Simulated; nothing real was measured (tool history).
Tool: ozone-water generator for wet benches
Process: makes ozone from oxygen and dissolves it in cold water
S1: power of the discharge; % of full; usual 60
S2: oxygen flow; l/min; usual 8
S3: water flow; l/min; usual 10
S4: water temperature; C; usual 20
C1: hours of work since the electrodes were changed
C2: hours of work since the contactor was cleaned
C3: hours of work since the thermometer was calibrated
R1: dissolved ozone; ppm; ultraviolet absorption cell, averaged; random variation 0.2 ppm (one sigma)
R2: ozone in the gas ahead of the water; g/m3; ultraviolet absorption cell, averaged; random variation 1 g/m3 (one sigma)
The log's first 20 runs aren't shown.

| run | hour | S1 | S2 | S3 | S4 | C1 | C2 | C3 | R1 | R2 |
|---|---|---|---|---|---|---|---|---|---|---|
| 21 | 484 | 73 | 8 | 10 | 13 | 1518 | 6769 | 61 | 39 | 201.8 |
| 22 | 505.2 | 60 | 5.78 | 7 | 23 | 1536 | 6786 | 79 | 31.8 | 193.1 |
| 23 | 523.1 | 60 | 8 | 7 | 19 | 1551 | 6801 | 94 | 33.5 | 169.7 |
| 24 | 550.1 | 60 | 7.8 | 6 | 19 | 1573 | 6824 | 117 | 35.5 | 173 |
| 25 | 573.9 | 60 | 7.8 | 6 | 19 | 1593 | 6844 | 137 | 35.5 | 172.3 |
| 26 | 603.1 | 80 | 11.41 | 11 | 17 | 1618 | 6868 | 161 | 35.4 | 190.9 |
| 27 | 623.6 | 97 | 12.88 | 6 | 27 | 1635 | 6886 | 178 | 38 | 212.1 |
| 28 | 642.5 | 60 | 5.16 | 7 | 20 | 1651 | 6901 | 194 | 34.4 | 197.9 |
| 29 | 657.5 | 50 | 11.12 | 7 | 20 | 1663 | 6914 | 207 | 26.4 | 127.4 |
| 30 | 682.9 | 50 | 11.12 | 7 | 20 | 1684 | 6935 | 228 | 26.2 | 129.7 |
| 31 | 705.1 | 69 | 4.21 | 13 | 12 | 1703 | 6954 | 247 | 30.8 | 238.6 |
| 32 | 729.7 | 69 | 4.21 | 13 | 12 | 1724 | 6974 | 267 | 30.7 | 239.9 |
|  | 742.5 | gauge calibrated |
| 33 | 756.1 | 60 | 7.75 | 10 | 19 | 1746 | 6997 | 289 | 29.1 | 178.1 |
| 34 | 776.9 | 60 | 7.75 | 10 | 19 | 1763 | 7014 | 307 | 29 | 176.6 |

3 ways to go on from here, each from the tool as it stands after run 34. What would each give?
| A | 799.3 | 44 | 4.76 | 10 | 16 | 1782 | 7033 | 326 | ? | ? |
| B | 799.3 | 60 | 8 | 10 | 17 | 1782 | 7033 | 326 | ? | ? |
| C | 799.3 | 60 | 4.18 | 10 | 20 | 1782 | 7033 | 326 | ? | ? |

| run | R1 | R2 |
|---|---|---|
| A | 23.9 | 163.2 |
| B | 29.8 | 174.2 |
| C | 28.9 | 219.6 |
Without the tool's hidden state the same runs would have given:
| run | R1 | R2 |
|---|---|---|
| A | 23.9 | 163.6 |
| B | 29.9 | 174.6 |
| C | 29 | 220.2 |

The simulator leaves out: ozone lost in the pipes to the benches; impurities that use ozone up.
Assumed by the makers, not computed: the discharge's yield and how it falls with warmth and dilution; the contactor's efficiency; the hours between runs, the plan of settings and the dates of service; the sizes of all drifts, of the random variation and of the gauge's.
